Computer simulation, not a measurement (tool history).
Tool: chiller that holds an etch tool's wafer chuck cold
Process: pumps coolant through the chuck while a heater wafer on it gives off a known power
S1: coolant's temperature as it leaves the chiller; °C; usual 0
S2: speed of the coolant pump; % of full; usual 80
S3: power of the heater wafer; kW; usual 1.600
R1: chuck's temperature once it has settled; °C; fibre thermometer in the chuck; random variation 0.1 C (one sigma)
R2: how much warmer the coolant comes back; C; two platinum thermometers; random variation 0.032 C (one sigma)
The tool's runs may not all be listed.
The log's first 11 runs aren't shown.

run   hour  S1  S2     S3    R1    R2
 12  377.0   0  80  1.600  15.1  3.54
 13  399.5   0  80  1.600  15.3  3.51
 14  441.6  -7  80  1.600   8.3  3.51
 15  477.5  -7  80  1.600   8.3  3.50
 16  507.9  -7  80  1.600   8.3  3.55
 17  531.3   0  80  1.256  11.9  2.67
 18  561.5   0  80  1.256  12.0  2.65
 19  584.8   0  99  1.707  14.8  3.00
 20  632.7   5  99  1.707  19.7  2.93
 21  655.3   5  94  1.165  15.3  2.09
 22  704.4  -8  86  1.961  10.0  4.00
 23  724.4  -8  86  1.961  10.1  3.99
 24  753.4   0  83  1.651  15.4  3.41
 25  790.5   0  85  0.914   8.5  1.70
 26  819.7   9  66  1.242  21.9  3.16
 27  844.3   9  66  1.242  22.1  3.12
 28  874.5   1  86  0.999  10.3  1.85
 29  907.2   0  98  1.600  14.0  2.68
 30  952.2   0  78  1.600  15.5  3.46
 31  977.6  -4  78  1.449  10.0  3.04

Forecast each of these 4 alternatives for the next run:
  A  998.7   0  64  1.600   ?   ?
  B  998.7  -4  66  1.449   ?   ?
  C  998.7  -8  78  1.449   ?   ?
  D  998.7   0  78  1.600   ?   ?

run    R1    R2
  A  17.1  4.17
  B  11.0  3.68
  C   6.0  3.07
  D  15.5  3.42
Without the tool's hidden state the same runs would have given:
run    R1    R2
  A  17.1  4.52
  B  11.0  4.03
  C   5.9  3.41
  D  15.4  3.77
